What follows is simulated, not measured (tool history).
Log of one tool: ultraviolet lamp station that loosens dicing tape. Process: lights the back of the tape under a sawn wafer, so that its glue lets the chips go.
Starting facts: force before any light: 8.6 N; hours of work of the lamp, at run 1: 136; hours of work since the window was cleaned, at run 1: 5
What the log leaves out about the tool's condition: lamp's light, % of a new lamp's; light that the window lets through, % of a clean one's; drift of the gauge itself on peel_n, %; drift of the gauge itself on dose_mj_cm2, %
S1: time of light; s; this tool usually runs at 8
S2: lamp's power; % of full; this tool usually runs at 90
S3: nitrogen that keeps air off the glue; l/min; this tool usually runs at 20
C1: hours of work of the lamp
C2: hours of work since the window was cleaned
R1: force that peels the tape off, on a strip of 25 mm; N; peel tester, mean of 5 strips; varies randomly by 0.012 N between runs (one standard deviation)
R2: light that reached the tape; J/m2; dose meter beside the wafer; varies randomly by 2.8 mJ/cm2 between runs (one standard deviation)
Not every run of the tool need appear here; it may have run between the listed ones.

Run 1, hour 0: usual settings; C1 136; C2 5. Result: R1 0.527 N, R2 3940 J/m2.
Run 2, hour 13.5: usual settings but S3 13 l/min; C1 146; C2 16. Result: R1 0.735 N, R2 3990 J/m2.
Run 3, hour 31.7: usual settings but S3 7 l/min; C1 160; C2 29. Result: R1 1.125 N, R2 3920 J/m2.
Run 4, hour 41.5: usual settings but S3 7 l/min; C1 167; C2 37. Result: R1 1.106 N, R2 3980 J/m2.
Run 5, hour 59.9: usual settings but S3 7 l/min; C1 181; C2 51. Result: R1 1.065 N, R2 3970 J/m2.
Run 6, hour 70.7: usual settings but S3 7 l/min; C1 189; C2 59. Result: R1 1.073 N, R2 3970 J/m2.
Run 7, hour 87.2: usual settings; C1 202; C2 71. Result: R1 0.54 N, R2 3930 J/m2.
Run 8, hour 101.1: usual settings; C1 212; C2 82. Result: R1 0.551 N, R2 3960 J/m2.
Run 9, hour 109.8: usual settings but S1 16 s; C1 219; C2 88. Result: R1 0.112 N, R2 7850 J/m2.
Run 10, hour 120.5: usual settings but S1 16 s; C1 227; C2 96. Result: R1 0.121 N, R2 7750 J/m2.
Run 11, hour 129: usual settings but S2 80 % of full; C1 233; C2 103. Result: R1 0.707 N, R2 3500 J/m2.
Run 12, hour 138.7: usual settings; C1 241; C2 110. Result: R1 0.54 N, R2 3900 J/m2.
Run 13, hour 147.9: usual settings; C1 248; C2 117. Result: R1 0.536 N, R2 3970 J/m2.
Run 14, hour 157.6: usual settings; C1 255; C2 124. Result: R1 0.546 N, R2 3970 J/m2.
Run 15, hour 165.5: usual settings; C1 261; C2 130. Result: R1 0.538 N, R2 3920 J/m2.
Run 16, hour 183: usual settings but S1 9 s; C1 274; C2 143. Result: R1 0.401 N, R2 4410 J/m2.
Run 17, hour 197.1: usual settings but S1 9 s; C1 285; C2 154. Result: R1 0.39 N, R2 4430 J/m2.
Run 18, hour 206.9: usual settings but S1 9 s; C1 292; C2 161. Result: R1 0.401 N, R2 4410 J/m2.
Run 19, hour 225.3: usual settings but S1 6 s, S2 86 % of full; C1 306; C2 175. Result: R1 1.152 N, R2 2760 J/m2.
Run 20, hour 235.3: usual settings but S1 10 s, S2 76 % of full, S3 7 l/min; C1 313; C2 183. Result: R1 0.992 N, R2 4150 J/m2.
Run 21, hour 246.1: usual settings but S1 11 s, S2 64 % of full, S3 7 l/min; C1 321; C2 191. Result: R1 1.12 N, R2 3820 J/m2.
Run 22, hour 261.6: usual settings but S1 11 s, S2 64 % of full, S3 7 l/min; C1 333; C2 202. Result: R1 1.159 N, R2 3850 J/m2.
Run 23, hour 273.2: usual settings but S1 15 s, S2 83 % of full, S3 7 l/min; C1 342; C2 211. Result: R1 0.311 N, R2 6830 J/m2.
Run 24, hour 281: usual settings but S1 15 s, S2 83 % of full, S3 7 l/min; C1 348; C2 217. Result: R1 0.306 N, R2 6770 J/m2.
Run 25, hour 296.3: usual settings but S1 5 s, S2 69 % of full, S3 10 l/min; C1 359; C2 229. Result: R1 2.827 N, R2 1860 J/m2.
Run 26, hour 308.1: usual settings but S1 5 s, S2 66 % of full, S3 12 l/min; C1 368; C2 237. Result: R1 2.779 N, R2 1780 J/m2.
Run 27, hour 318.7: usual settings but S1 14 s, S2 68 % of full, S3 35 l/min; C1 376; C2 245. Result: R1 0.194 N, R2 5210 J/m2.
Run 28, hour 327.2: usual settings but S1 16 s, S2 80 % of full, S3 10 l/min; C1 383; C2 252. Result: R1 0.207 N, R2 6960 J/m2.
Run 29, hour 339.8: usual settings but S1 6 s, S2 77 % of full, S3 22 l/min; C1 392; C2 261. Result: R1 1.308 N, R2 2530 J/m2.
Run 30, hour 352.4: usual settings but S1 6 s, S2 81 % of full, S3 7 l/min; C1 402; C2 271. Result: R1 2.098 N, R2 2650 J/m2.
Run 31, hour 362.1: usual settings but S1 10 s, S2 81 % of full, S3 17 l/min; C1 409; C2 278. Result: R1 0.462 N, R2 4370 J/m2.
Run 32, hour 375.8: usual settings but S1 6 s, S2 82 % of full, S3 7 l/min; C1 419; C2 288. Result: R1 2.107 N, R2 2700 J/m2.

5 ways to go on from here, each from the tool as it stands after run 32. What would each give?
Run A, hour 387.5: usual settings but S1 11 s; C1 428; C2 297. Result: R1 ?, R2 ?.
Run B, hour 387.5: usual settings but S1 5 s, S2 82 % of full, S3 31 l/min; C1 428; C2 297. Result: R1 ?, R2 ?.
Run C, hour 387.5: usual settings but S1 13 s, S2 74 % of full, S3 8 l/min; C1 428; C2 297. Result: R1 ?, R2 ?.
Run D, hour 387.5: usual settings but S1 5 s, S2 72 % of full, S3 7 l/min; C1 428; C2 297. Result: R1 ?, R2 ?.
Run E, hour 387.5: usual settings but S2 71 % of full; C1 428; C2 297. Result: R1 ?, R2 ?.

run     R1    R2
  A  0.243  5400
  B  1.417  2230
  C  0.531  5210
  D  2.994  1930
  E  0.899  3130
Without the tool's hidden state the same runs would have given:
run     R1    R2
  A  0.243  5400
  B  1.416  2230
  C  0.531  5220
  D  2.992  1930
  E  0.897  3130
